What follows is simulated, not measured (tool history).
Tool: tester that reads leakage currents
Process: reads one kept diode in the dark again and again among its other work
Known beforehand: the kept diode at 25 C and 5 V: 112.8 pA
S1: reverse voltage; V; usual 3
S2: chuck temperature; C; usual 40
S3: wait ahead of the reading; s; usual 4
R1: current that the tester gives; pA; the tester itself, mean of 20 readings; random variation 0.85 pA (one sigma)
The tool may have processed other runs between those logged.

run,hour,S1,S2,S3,R1
1,0,3,40,4,279.29
2,98.9,3,40,4,277.89
3,191.9,3,40,4,276.4
4,298.9,3,40,4,277.76
5,365.5,3,40,0.36,277.64
6,469.5,3,40,0.36,276.02
7,601.5,3,40,0.36,276.02
8,741,3,40,4,273.97
9,828.6,3,40,4,272.32
10,891.8,2.34,27,2.09,97.2
11,989.1,13.19,56,8.63,1359.32
12,1095.1,13.19,56,8.63,1354.52
# hour 1167.5: chuck's temperature calibrated
13,1199.2,1.12,32,0.88,114.24
14,1293.4,1.71,41,2.87,251.66
15,1397.4,3,40,0.37,288.67
16,1550.2,3,40,0.37,288.34
17,1650.2,3,22,4,77.93
18,1770.6,3,22,4,77.47

4 ways to go on from here, each from the tool as it stands after run 18. What would each give?
A,1909.5,3,40,0.84,?
B,1909.5,4.99,53,4,?
C,1909.5,9.21,30,1.87,?
D,1909.5,3,40,3.08,?

run,R1
A,283.94
B,812.53
C,217.27
D,283.31
Had the tool no hidden state, the same runs would have come out as:
run,R1
A,285.08
B,819.84
C,207.44
D,284.45
